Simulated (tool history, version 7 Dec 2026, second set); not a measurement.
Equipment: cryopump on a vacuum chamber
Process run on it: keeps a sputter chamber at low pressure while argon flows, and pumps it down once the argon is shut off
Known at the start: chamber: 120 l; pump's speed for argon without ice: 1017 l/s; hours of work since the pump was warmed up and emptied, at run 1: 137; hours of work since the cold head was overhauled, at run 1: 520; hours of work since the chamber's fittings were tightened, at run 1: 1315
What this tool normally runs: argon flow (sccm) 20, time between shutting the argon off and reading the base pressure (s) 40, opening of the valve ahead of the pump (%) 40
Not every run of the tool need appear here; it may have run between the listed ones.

run	day	argon flow (sccm)	time between shutting the argon off and reading the base pressure (s)	opening of the valve ahead of the pump (%)	hours of work since the pump was warmed up and emptied	hours of work since the cold head was overhauled	hours of work since the chamber's fittings were tightened	pressure while argon flows (Pa)	pressure after the wait (uPa)
1	0	20	40	40	137	520	1315	0.0882	4.87
2	0.596	29	40	40	147	531	1326	0.129	5
3	1.221	20	50	40	159	542	1337	0.0892	4.35
4	1.708	17	40	40	167	551	1346	0.077	4.97
5	2.396	17	40	40	180	563	1358	0.0772	5.11
6	2.779	12	40	40	186	570	1365	0.0548	5.19
7	3.471	12	40	40	199	582	1377	0.0548	4.93
8	3.821	12	40	40	205	589	1384	0.0548	5.12
9	4.296	20	40	40	214	597	1392	0.0921	5.19
10	4.771	20	40	40	222	606	1401	0.0931	5.19
11	5.358	20	40	40	233	616	1411	0.0932	5.19
12	5.817	10	40	40	241	624	1419	0.0461	5.19
13	6.529	10	40	40	254	637	1432	0.047	5.48
14	7.162	10	40	40	265	648	1444	0.0473	5.3
15	7.504	10	40	40	271	655	1450	0.0482	5.33
16	8.217	20	40	40	284	667	1462	0.0956	5.46
17	8.833	30	33	16	295	678	1473	0.329	6.04
18	9.312	25	108	24	304	687	1482	0.1909	3.43
19	9.629	25	108	24	309	693	1488	0.1896	3.56
20	9.983	25	108	24	315	699	1494	0.1901	3.6
21	10.546	25	105	52	326	709	1504	0.0987	3.62
22	11.088	20	40	29	335	719	1514	0.1304	5.56
23	11.579	11	40	24	344	728	1523	0.0844	5.77
24	12.108	12	40	40	354	737	1532	0.0594	5.77
25	12.604	12	40	40	363	746	1541	0.0598	5.63
26	13	12	40	40	370	753	1548	0.0605	5.61
27	13.333	12	40	40	376	759	1554	0.0602	5.8
# day 13.638: pump warmed up, emptied and cooled again
28	14.258	12	40	40	11	772	1567	0.0501	4.87
29	14.754	12	40	26	20	781	1576	0.0778	5.07
30	15.458	12	40	26	33	793	1588	0.0777	4.95
31	16.167	28	190	39	45	806	1601	0.1212	2.53

Hidden condition of the tool, last listed run before each entry between runs versus first listed run after:
In the gap between runs 27 and 28: pump warmed up, emptied and cooled again (day 13.638)
  pump's speed, % of a pump's without ice: 65.2 -> 98.9; cold plate's temperature, K: 12.52 -> 12.53; leak into the chamber, uPa l/s: 1737 -> 1749
  difference, measured minus the result without the unlogged condition, pressure while argon flows (Pa): +0.0109 -> +0.0004; pressure after the wait (uPa): +2.33 -> +1.46
